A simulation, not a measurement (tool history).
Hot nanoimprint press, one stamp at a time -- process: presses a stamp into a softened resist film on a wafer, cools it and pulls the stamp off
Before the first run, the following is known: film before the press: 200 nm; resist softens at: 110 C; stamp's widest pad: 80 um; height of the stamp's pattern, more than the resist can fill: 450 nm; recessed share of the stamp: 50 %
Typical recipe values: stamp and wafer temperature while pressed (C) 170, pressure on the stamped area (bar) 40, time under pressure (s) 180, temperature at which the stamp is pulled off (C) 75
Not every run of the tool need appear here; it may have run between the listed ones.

run	day	stamp and wafer temperature while pressed (C)	pressure on the stamped area (bar)	time under pressure (s)	temperature at which the stamp is pulled off (C)	resist left under the stamp's widest pad (angstrom)	greatest force while the stamp is pulled off (N)
1	0	170	40	180	75	1095	200
2	0.304	170	40	180	75	1098	197
3	0.854	170	52.6	180	75	972	202
4	1.371	170	52.6	180	75	983	203
5	1.867	170	52.6	180	75	978	203
6	2.179	170	42.6	180	75	1067	199
7	2.854	170	42.6	180	75	1061	198
8	3.15	170	40	180	75	1093	202
9	3.629	170	40	180	75	1092	196
10	3.917	163	40	180	75	1405	194
11	4.596	170	40	180	75	1085	197
12	4.946	170	40	180	75	1093	199
13	5.521	170	51.2	180	75	981	207
14	6.121	170	51.2	180	75	983	201
15	6.521	170	40	180	75	1090	200
16	6.983	159	35	107	74	1732	209
17	7.546	170	40	122	75	1229	196
18	8.146	170	40	122	75	1225	208
19	8.671	180	40	180	76	721	193
20	9.004	177	32.1	180	75	892	195
21	9.662	170	60.4	180	77	909	197
22	10.012	169	60.4	335	77	753	191
23	10.358	170	35.1	94	75	1376	194
24	10.788	174	40	124	78	1055	180
25	11.308	164	38.6	97	62	1561	263
26	11.929	170	26.3	150	75	1317	204
27	12.208	166	40	172	75	1272	203
28	12.612	167	44.8	333	62	928	256
29	13.204	178	34.3	224	76	764	192

Forecast each of these 3 alternatives for the next run:
A	13.496	170	34.3	224	77	?	?
B	13.496	182	54.7	224	65	?	?
C	13.496	164	40	135	68	?	?

run	resist left under the stamp's widest pad (angstrom)	greatest force while the stamp is pulled off (N)
A	1068	198
B	508	247
C	1447	230
Without the tool's hidden state the same runs would have given:
run	resist left under the stamp's widest pad (angstrom)	greatest force while the stamp is pulled off (N)
A	1086	197
B	516	245
C	1470	228

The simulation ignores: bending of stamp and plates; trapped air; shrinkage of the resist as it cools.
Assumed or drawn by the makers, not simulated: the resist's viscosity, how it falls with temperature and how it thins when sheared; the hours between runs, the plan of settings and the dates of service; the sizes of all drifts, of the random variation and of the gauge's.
